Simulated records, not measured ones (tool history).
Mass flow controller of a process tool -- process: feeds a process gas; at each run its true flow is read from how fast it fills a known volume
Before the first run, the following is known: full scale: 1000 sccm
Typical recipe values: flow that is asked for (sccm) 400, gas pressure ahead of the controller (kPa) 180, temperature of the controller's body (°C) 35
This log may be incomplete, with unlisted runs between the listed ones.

run	day	flow that is asked for (sccm)	gas pressure ahead of the controller (kPa)	temperature of the controller's body (°C)	true flow (%)
1	0.000	400	180	35	99.97
2	3.438	803	180	35	100.12
3	7.696	332	180	35	99.81
4	12.475	332	180	35	100.03
5	16.200	169	180	35	99.91
6	19.179	169	180	35	99.95
7	23.312	400	180	35	100.19
8	28.288	400	180	35	99.97
9	31.508	400	180	31	100.03
10	35.625	400	180	31	99.93
11	39.654	400	180	31	99.98
12	43.404	400	180	31	99.97
13	48.638	400	180	31	99.97
14	54.329	400	180	25	99.71
15	59.879	400	180	25	99.71
16	64.221	400	180	25	99.66
17	69.238	400	180	25	99.72
18	75.967	400	180	38	100.11
19	79.967	400	180	38	100.10
20	83.200	400	180	38	100.18
21	90.004	400	180	38	99.98
22	93.271	400	198	35	99.93
23	99.554	400	180	35	100.00
24	103.692	400	180	35	99.91
25	106.575	852	194	28	100.07
26	113.342	852	194	28	99.94
27	117.175	852	241	27	100.16
28	123.429	852	211	31	100.19
29	128.317	852	234	21	99.83
30	133.596	230	234	32	99.84
31	139.958	230	234	32	100.03
32	144.208	276	180	35	100.02
33	148.021	144	270	30	99.91
34	154.158	144	270	30	100.07
35	159.746	144	270	30	100.00
36	164.279	400	169	35	100.01
37	171.150	400	169	35	99.95
38	177.475	204	279	39	100.36
39	181.262	400	188	36	100.15

For run 40, what comes out?
40	185.575	357	184	33	?

{"run 40": {"true flow (%)": 99.95}}
Had the tool carried no hidden state, the very same run would have given true flow (%) 99.95.
